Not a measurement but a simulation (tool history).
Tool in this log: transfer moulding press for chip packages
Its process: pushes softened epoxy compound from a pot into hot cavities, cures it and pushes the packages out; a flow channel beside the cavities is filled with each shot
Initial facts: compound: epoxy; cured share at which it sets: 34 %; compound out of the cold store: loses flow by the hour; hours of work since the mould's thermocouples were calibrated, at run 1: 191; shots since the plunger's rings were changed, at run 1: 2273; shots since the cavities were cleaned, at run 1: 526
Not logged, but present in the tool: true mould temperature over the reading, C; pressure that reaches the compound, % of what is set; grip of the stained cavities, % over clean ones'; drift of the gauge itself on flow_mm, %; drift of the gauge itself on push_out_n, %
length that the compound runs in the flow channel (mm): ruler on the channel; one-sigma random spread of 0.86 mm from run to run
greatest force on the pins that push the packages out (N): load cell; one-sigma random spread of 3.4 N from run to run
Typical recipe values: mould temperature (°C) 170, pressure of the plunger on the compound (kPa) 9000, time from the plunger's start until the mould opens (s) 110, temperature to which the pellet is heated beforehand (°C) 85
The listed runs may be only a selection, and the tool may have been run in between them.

run	hour	mould temperature (°C)	pressure of the plunger on the compound (kPa)	time from the plunger's start until the mould opens (s)	temperature to which the pellet is heated beforehand (°C)	hours of work since the mould's thermocouples were calibrated	shots since the plunger's rings were changed	shots since the cavities were cleaned	incoming compound's hours out of the cold store	length that the compound runs in the flow channel (mm)	greatest force on the pins that push the packages out (N)
1	0	170	9000	110	85	191	2273	526	44.5	530.9	223
2	4.2	170	9000	110	85	194	2324	577	43.8	531.9	207
3	12.8	170	9000	110	85	200	2427	680	37.7	545.4	218
4	19.3	170	9000	110	85	205	2506	759	16.6	597.1	221
5	25.8	170	9000	110	85	209	2584	837	26.5	573.1	230
6	35	170	9000	110	85	216	2694	947	41.5	535.4	233
7	39.9	170	9000	92	85	220	2754	1007	28.6	565.1	268
# hour 43.3: cavities cleaned with cleaning compound and waxed
# hour 48.2: plunger's sealing rings changed
8	52.7	170	9000	100	85	226	54	83	20.9	603.2	193
9	61	170	7950	100	85	232	154	183	14.4	583.2	204
10	67.6	170	7950	100	85	237	234	263	43.4	513.8	203
11	73	170	7950	100	85	241	299	328	28.3	548	217
12	82.1	170	7950	100	85	247	408	437	44	512.1	216
13	91.5	170	7950	100	85	254	522	551	8.3	598.7	240
14	100.1	170	7950	100	85	260	625	654	42.2	514.9	242
15	105.5	170	7540	100	82	264	689	718	27.9	532.2	248
16	113.7	169	9000	110	75	270	789	818	32.7	574.2	236
# hour 116.4: mould's thermocouples calibrated
17	122.5	172	7570	110	85	4	871	900	28.7	526.7	226
18	128	172	7570	110	85	8	937	966	33.4	515.3	229
# hour 134.4: cavities cleaned with cleaning compound and waxed
19	134.7	172	10710	141	92	12	1000	4	38.9	597	155
20	142	169	10190	141	86	17	1088	92	44.6	578.2	170
21	148.9	169	10190	125	79	22	1171	175	41.8	586.6	185
22	156.1	172	6900	110	85	28	1257	261	32.4	491.8	195
# hour 165.3: mould's thermocouples calibrated, once more
23	167.5	170	6930	110	85	2	1371	375	32.4	495.1	206
24	176	168	10730	146	87	8	1473	477	19.1	660.2	205
25	185.2	168	10730	146	87	14	1583	587	12.5	678.8	209
26	191.9	177	9580	98	85	19	1664	668	21.9	585.5	211
27	198.8	174	8010	110	85	24	1747	751	9.9	570.6	214
28	207.5	174	8010	110	91	31	1852	856	17.5	553.6	228

Below are 5 alternative next runs, each starting from the tool's condition after run 28. Predict each:
A	215.4	171	9000	110	92	36	1947	951	43.4	?	?
B	215.4	170	8010	149	91	36	1947	951	18.7	?	?
C	215.4	170	7640	110	85	36	1947	951	12	?	?
D	215.4	174	8010	110	86	36	1947	951	47.6	?	?
E	215.4	163	10010	110	85	36	1947	951	33.6	?	?

run	length that the compound runs in the flow channel (mm)	greatest force on the pins that push the packages out (N)
A	530.4	224
B	561.8	222
C	566.5	239
D	485.5	222
E	614.1	296
The same runs, with their run-to-run variation unchanged, on a tool lacking any hidden condition would have given:
run	length that the compound runs in the flow channel (mm)	greatest force on the pins that push the packages out (N)
A	541.6	154
B	573.6	154
C	578.4	166
D	495.8	155
E	627	200
